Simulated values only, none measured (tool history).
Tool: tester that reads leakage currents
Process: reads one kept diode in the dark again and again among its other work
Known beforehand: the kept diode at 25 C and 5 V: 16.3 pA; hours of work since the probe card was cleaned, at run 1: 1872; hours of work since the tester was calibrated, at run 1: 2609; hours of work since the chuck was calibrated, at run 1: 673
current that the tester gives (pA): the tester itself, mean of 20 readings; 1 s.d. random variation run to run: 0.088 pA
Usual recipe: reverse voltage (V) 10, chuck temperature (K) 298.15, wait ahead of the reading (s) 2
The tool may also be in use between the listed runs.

| run | hour | reverse voltage (V) | chuck temperature (K) | wait ahead of the reading (s) | hours of work since the probe card was cleaned | hours of work since the tester was calibrated | hours of work since the chuck was calibrated | current that the tester gives (pA) |
|---|---|---|---|---|---|---|---|---|
| 1 | 0 | 10 | 298.15 | 2 | 1872 | 2609 | 673 | 26.35 |
| 2 | 127.6 | 10 | 298.15 | 2 | 1934 | 2671 | 736 | 26.52 |
| 3 | 217.7 | 10 | 298.15 | 2 | 1979 | 2716 | 780 | 26.65 |
| 4 | 322 | 10 | 298.15 | 2 | 2030 | 2767 | 831 | 26.76 |
| 5 | 451.1 | 10 | 298.15 | 2 | 2093 | 2830 | 895 | 26.96 |
| 6 | 532.5 | 10 | 298.15 | 2 | 2133 | 2870 | 935 | 26.84 |
| 7 | 612.3 | 10 | 327.15 | 2 | 2173 | 2910 | 974 | 256.78 |
| 8 | 717.5 | 10 | 327.15 | 2 | 2224 | 2961 | 1026 | 256.11 |
| 9 | 845.9 | 10 | 298.15 | 2 | 2287 | 3024 | 1089 | 27.16 |
| 10 | 937.8 | 10 | 298.15 | 2 | 2333 | 3070 | 1134 | 27.42 |
| 11 | 1053.2 | 10 | 298.15 | 2 | 2389 | 3126 | 1191 | 27.28 |
|  | 1208.1 | tester calibrated |
| 12 | 1220.4 | 10 | 298.15 | 3.18 | 2470 | 6 | 1272 | 27.47 |
| 13 | 1377 | 10 | 298.15 | 3.18 | 2548 | 83 | 1349 | 27.44 |
| 14 | 1471.7 | 10 | 298.15 | 3.18 | 2594 | 130 | 1395 | 27.72 |
| 15 | 1580.2 | 3.8 | 298.15 | 3.18 | 2647 | 183 | 1449 | 16.97 |
| 16 | 1716.3 | 3.8 | 298.15 | 3.18 | 2714 | 250 | 1515 | 16.89 |
| 17 | 1832.5 | 3.8 | 298.15 | 3.86 | 2771 | 307 | 1573 | 16.95 |
| 18 | 2005.8 | 3.8 | 298.15 | 8.16 | 2857 | 392 | 1658 | 16.86 |
|  | 2025.2 | chuck's temperature calibrated |
| 19 | 2090 | 3.8 | 298.15 | 8.16 | 2897 | 433 | 32 | 15.16 |
| 20 | 2215 | 3.8 | 298.15 | 8.16 | 2958 | 494 | 93 | 15.32 |
| 21 | 2391.7 | 12.6 | 298.15 | 2 | 3045 | 581 | 180 | 29.89 |
| 22 | 2533.4 | 5 | 311.15 | 1.42 | 3115 | 650 | 250 | 52.04 |
| 23 | 2717.7 | 1.6 | 298.15 | 5.79 | 3206 | 741 | 340 | 10.04 |
| 24 | 2905 | 14.6 | 309.15 | 0.39 | 3298 | 833 | 433 | 83.57 |
| 25 | 3023.7 | 10 | 305.15 | 2 | 3356 | 891 | 491 | 46.69 |
| 26 | 3193.9 | 2.3 | 296.15 | 1.06 | 3440 | 975 | 574 | 10.76 |
| 27 | 3338.6 | 1.2 | 303.15 | 2.17 | 3511 | 1046 | 646 | 13.59 |
| 28 | 3499 | 10 | 325.15 | 1.2 | 3590 | 1125 | 724 | 217.81 |
| 29 | 3597.3 | 1.5 | 294.15 | 0.92 | 3638 | 1173 | 773 | 7.43 |
| 30 | 3751.3 | 1.5 | 294.15 | 4.98 | 3714 | 1249 | 848 | 7.11 |
| 31 | 3885.6 | 2.2 | 294.15 | 0.34 | 3780 | 1315 | 914 | 10.17 |
| 32 | 4064.2 | 2.2 | 294.15 | 0.34 | 3867 | 1403 | 1002 | 10.21 |
|  | 4090.4 | probe card cleaned and baked |
| 33 | 4215.8 | 1.4 | 296.15 | 0.39 | 62 | 1476 | 1075 | 8.75 |
| 34 | 4357.2 | 1.4 | 296.15 | 0.39 | 131 | 1545 | 1145 | 8.73 |
| 35 | 4461.3 | 1.4 | 296.15 | 0.39 | 182 | 1597 | 1196 | 8.78 |
| 36 | 4644.4 | 10 | 316.15 | 3.88 | 272 | 1687 | 1286 | 110.77 |
| 37 | 4766.1 | 2.4 | 300.15 | 0.6 | 332 | 1746 | 1346 | 15.72 |
| 38 | 4849.9 | 2.4 | 300.15 | 0.6 | 373 | 1788 | 1387 | 15.79 |
| 39 | 4991.2 | 15.2 | 321.15 | 8.03 | 443 | 1857 | 1456 | 199.65 |

What if the next run were any one of these 4? Each begins from the tool's condition after run 39:
| A | 5147.4 | 1.2 | 325.15 | 8.03 | 520 | 1934 | 1533 | ? |
| B | 5147.4 | 4.2 | 298.15 | 0.94 | 520 | 1934 | 1533 | ? |
| C | 5147.4 | 15.2 | 294.15 | 6.86 | 520 | 1934 | 1533 | ? |
| D | 5147.4 | 10 | 298.15 | 1.69 | 520 | 1934 | 1533 | ? |

| run | current that the tester gives (pA) |
|---|---|
| A | 80.53 |
| B | 17.49 |
| C | 22.08 |
| D | 26.32 |
Take away the tool's hidden state, keep each run's random variation, and the runs would have read:
| run | current that the tester gives (pA) |
|---|---|
| A | 76.06 |
| B | 16.26 |
| C | 20.03 |
| D | 24.3 |
